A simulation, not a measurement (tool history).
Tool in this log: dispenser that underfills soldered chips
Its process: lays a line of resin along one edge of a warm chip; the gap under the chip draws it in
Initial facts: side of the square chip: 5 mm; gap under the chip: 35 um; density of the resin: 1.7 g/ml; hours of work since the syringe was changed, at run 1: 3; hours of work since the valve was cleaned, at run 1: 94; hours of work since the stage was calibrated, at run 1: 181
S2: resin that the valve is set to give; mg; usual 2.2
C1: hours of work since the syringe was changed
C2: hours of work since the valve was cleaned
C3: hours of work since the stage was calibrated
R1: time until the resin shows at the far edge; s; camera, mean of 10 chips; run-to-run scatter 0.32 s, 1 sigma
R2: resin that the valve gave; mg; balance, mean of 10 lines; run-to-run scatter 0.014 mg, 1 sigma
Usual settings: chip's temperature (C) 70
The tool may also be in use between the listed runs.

run 1 day=0 | chip's_temperature_(C)=70 S2=2.2 | C1=3 C2=94 C3=181 | R1=10.7 R2=2.03
run 2 day=0.162 | chip's_temperature_(C)=70 S2=2.2 | C1=5 C2=97 C3=184 | R1=12.8 R2=2.01
run 3 day=0.346 | chip's_temperature_(C)=70 S2=2.2 | C1=9 C2=100 C3=187 | R1=14.4 R2=2.01
-- day=0.404 new syringe of resin
run 4 day=0.654 | chip's_temperature_(C)=70 S2=2.2 | C1=4 C2=106 C3=192 | R1=12.3 R2=1.98
run 5 day=0.829 | chip's_temperature_(C)=70 S2=2.2 | C1=8 C2=109 C3=195 | R1=13.8 R2=2
-- day=0.962 new syringe of resin
run 6 day=1.158 | chip's_temperature_(C)=70 S2=2.2 | C1=3 C2=114 C3=201 | R1=11.7 R2=1.97
run 7 day=1.321 | chip's_temperature_(C)=70 S2=2.2 | C1=6 C2=117 C3=204 | R1=14.1 R2=1.96
-- day=1.504 new syringe of resin
run 8 day=1.633 | chip's_temperature_(C)=80 S2=2.44 | C1=2 C2=123 C3=209 | R1=6.9 R2=2.18
-- day=1.85 dispensing valve cleaned and set on the balance
run 9 day=2.038 | chip's_temperature_(C)=70 S2=2.52 | C1=9 C2=3 C3=216 | R1=13.8 R2=2.55
-- day=2.1 new syringe of resin
run 10 day=2.4 | chip's_temperature_(C)=75 S2=1.93 | C1=5 C2=10 C3=222 | R1=9.6 R2=1.93
-- day=2.667 new syringe of resin
run 11 day=2.775 | chip's_temperature_(C)=75 S2=1.93 | C1=2 C2=16 C3=228 | R1=9.2 R2=1.92
run 12 day=2.992 | chip's_temperature_(C)=75 S2=1.93 | C1=6 C2=20 C3=232 | R1=10.6 R2=1.91
-- day=3.225 new syringe of resin
run 13 day=3.367 | chip's_temperature_(C)=65 S2=1.93 | C1=3 C2=26 C3=239 | R1=15.7 R2=1.94

Forecast each of these 4 alternatives for the next run:
run A day=3.529 | chip's_temperature_(C)=67 S2=2.07 | C1=5 C2=29 C3=241 | R1=? R2=?
run B day=3.529 | chip's_temperature_(C)=70 S2=2.75 | C1=5 C2=29 C3=241 | R1=? R2=?
run C day=3.529 | chip's_temperature_(C)=58 S2=2.2 | C1=5 C2=29 C3=241 | R1=? R2=?
run D day=3.529 | chip's_temperature_(C)=68 S2=2.2 | C1=5 C2=29 C3=241 | R1=? R2=?

run=A R1=15.8 R2=2.03
run=B R1=12.4 R2=2.71
run=C R1=26.1 R2=2.17
run=D R1=14.6 R2=2.15
What these runs would have given with no unlogged condition in the tool:
run=A R1=12.2 R2=2.07
run=B R1=9.6 R2=2.76
run=C R1=20.1 R2=2.21
run=D R1=11.2 R2=2.19
